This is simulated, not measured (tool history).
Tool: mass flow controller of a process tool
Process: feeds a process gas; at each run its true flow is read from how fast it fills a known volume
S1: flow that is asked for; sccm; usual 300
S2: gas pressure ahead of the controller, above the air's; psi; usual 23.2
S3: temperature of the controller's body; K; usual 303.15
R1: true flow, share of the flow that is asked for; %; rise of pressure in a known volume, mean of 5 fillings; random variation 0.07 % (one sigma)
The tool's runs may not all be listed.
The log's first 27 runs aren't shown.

| run | hour | S1 | S2 | S3 | R1 |
|---|---|---|---|---|---|
| 28 | 2358.0 | 116 | 23.2 | 296.15 | 98.20 |
| 29 | 2473.4 | 300 | 25.2 | 301.15 | 97.74 |
| 30 | 2542.8 | 164 | 24.4 | 302.15 | 97.48 |
| 31 | 2629.0 | 472 | 20.7 | 300.15 | 98.54 |
| 32 | 2712.0 | 472 | 29.9 | 300.15 | 98.88 |
| 33 | 2829.8 | 53 | 23.2 | 303.15 | 99.92 |
| 34 | 2906.5 | 53 | 23.2 | 303.15 | 99.96 |
| 35 | 3017.4 | 215 | 23.2 | 297.15 | 97.99 |
| 36 | 3110.2 | 61 | 35.2 | 297.15 | 100.53 |
| 37 | 3163.1 | 210 | 31.2 | 306.15 | 97.47 |
| 38 | 3254.7 | 365 | 31.9 | 306.15 | 97.79 |
| 39 | 3314.5 | 365 | 31.9 | 306.15 | 97.91 |
| 40 | 3423.0 | 365 | 31.9 | 306.15 | 97.78 |
| 41 | 3491.7 | 227 | 26.3 | 294.15 | 98.50 |
| 42 | 3580.2 | 227 | 26.3 | 295.15 | 98.20 |
| 43 | 3701.2 | 227 | 26.3 | 295.15 | 98.15 |
| 44 | 3814.7 | 133 | 23.2 | 298.15 | 98.07 |
| 45 | 3895.9 | 300 | 23.2 | 296.15 | 98.20 |
| 46 | 3982.7 | 300 | 23.2 | 296.15 | 98.26 |
| 47 | 4042.5 | 73 | 23.2 | 303.15 | 99.23 |

Forecast each of these 4 alternatives for the next run:
| A | 4112.3 | 436 | 25.7 | 312.15 | ? |
| B | 4112.3 | 486 | 34.5 | 307.15 | ? |
| C | 4112.3 | 269 | 29.0 | 305.15 | ? |
| D | 4112.3 | 153 | 40.3 | 294.15 | ? |

| run | R1 |
|---|---|
| A | 97.18 |
| B | 98.40 |
| C | 97.44 |
| D | 99.22 |
Without the tool's hidden state the same runs would have given:
| run | R1 |
|---|---|
| A | 98.03 |
| B | 99.32 |
| C | 97.85 |
| D | 98.78 |
